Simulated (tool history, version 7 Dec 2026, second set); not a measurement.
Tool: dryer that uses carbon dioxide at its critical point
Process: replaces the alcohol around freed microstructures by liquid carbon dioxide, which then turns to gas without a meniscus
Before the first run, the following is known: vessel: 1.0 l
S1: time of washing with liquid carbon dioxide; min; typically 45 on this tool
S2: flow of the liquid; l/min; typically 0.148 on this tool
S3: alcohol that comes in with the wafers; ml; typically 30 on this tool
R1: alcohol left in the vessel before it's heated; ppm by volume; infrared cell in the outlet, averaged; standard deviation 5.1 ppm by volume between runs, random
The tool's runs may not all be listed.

| run | hour | S1 | S2 | S3 | R1 |
|---|---|---|---|---|---|
| 1 | 0 | 45 | 0.148 | 30 | 122 |
| 2 | 26.1 | 45 | 0.148 | 66 | 258 |
| 3 | 52.8 | 45 | 0.103 | 66 | 1452 |
| 4 | 86.5 | 45 | 0.148 | 30 | 132 |
| 5 | 136.1 | 45 | 0.148 | 30 | 139 |
| 6 | 171.2 | 45 | 0.148 | 30 | 140 |
| 7 | 204.2 | 63 | 0.148 | 30 | 27 |
| 8 | 233.2 | 45 | 0.148 | 67 | 335 |
| 9 | 274.1 | 45 | 0.148 | 117 | 571 |
| 10 | 327.2 | 45 | 0.148 | 117 | 216 |
| 11 | 369.8 | 45 | 0.148 | 93 | 188 |
| 12 | 396.9 | 45 | 0.148 | 30 | 73 |
| 13 | 437.9 | 62 | 0.148 | 30 | 29 |
| 14 | 473 | 43 | 0.148 | 30 | 109 |
| 15 | 526.4 | 43 | 0.148 | 30 | 112 |
| 16 | 556.9 | 45 | 0.148 | 83 | 205 |
| 17 | 580 | 45 | 0.148 | 30 | 90 |
| 18 | 604.7 | 45 | 0.148 | 30 | 97 |
| 19 | 657 | 45 | 0.148 | 30 | 103 |
| 20 | 711.6 | 45 | 0.148 | 30 | 112 |
| 21 | 736.3 | 44 | 0.148 | 30 | 111 |
| 22 | 778.7 | 44 | 0.148 | 30 | 127 |
| 23 | 811.9 | 44 | 0.148 | 30 | 140 |
| 24 | 836.3 | 42 | 0.148 | 30 | 153 |
| 25 | 891.2 | 42 | 0.148 | 30 | 172 |
| 26 | 943.9 | 42 | 0.14 | 30 | 243 |
| 27 | 997.7 | 41 | 0.234 | 30 | 34 |
| 28 | 1025.8 | 45 | 0.148 | 67 | 297 |
| 29 | 1058.6 | 45 | 0.148 | 67 | 305 |
| 30 | 1087.4 | 28 | 0.148 | 35 | 1209 |
| 31 | 1111.1 | 41 | 0.148 | 30 | 234 |
| 32 | 1146.3 | 41 | 0.148 | 30 | 257 |
| 33 | 1169.4 | 41 | 0.148 | 30 | 257 |
| 34 | 1217.8 | 34 | 0.158 | 55 | 753 |
| 35 | 1264.7 | 34 | 0.158 | 105 | 621 |
| 36 | 1313 | 34 | 0.158 | 105 | 647 |
| 37 | 1339.9 | 34 | 0.096 | 23 | 1169 |
| 38 | 1369.7 | 54 | 0.109 | 83 | 407 |
| 39 | 1403.6 | 60 | 0.239 | 53 | 49 |
| 40 | 1441.9 | 60 | 0.239 | 32 | 38 |
| 41 | 1478.8 | 60 | 0.239 | 32 | 47 |
| 42 | 1509.6 | 50 | 0.148 | 44 | 90 |
| 43 | 1551 | 58 | 0.172 | 58 | 47 |
| 44 | 1593.8 | 58 | 0.172 | 58 | 41 |
| 45 | 1622.5 | 46 | 0.148 | 91 | 244 |
| 46 | 1668.8 | 46 | 0.148 | 91 | 251 |
| 47 | 1706 | 46 | 0.148 | 91 | 271 |
| 48 | 1746.7 | 34 | 0.148 | 29 | 393 |

Between the runs listed above, the log contained 2 entries, not reproduced here. Where in the sequence does each belong, and how does what the log doesn't record of the tool's condition differ from the listed run before to the listed run after?
Runs 9 to 10: inlet filter changed (hour 291.5)
  flow that reaches the vessel past the clogged filter, %: 82.6 -> 98.8; alcohol in the recycled carbon dioxide, ppm: 20.4 -> 21.3
  what was measured, less what the result would be without the hidden state, R1: +387 -> +31 ppm by volume
Runs 34 to 35: inlet filter changed (hour 1253.4)
  flow that reaches the vessel past the clogged filter, %: 82.6 -> 99.3; alcohol in the recycled carbon dioxide, ppm: 37.7 -> 38.5
  what was measured, less what the result would be without the hidden state, R1: +459 -> +56 ppm by volume
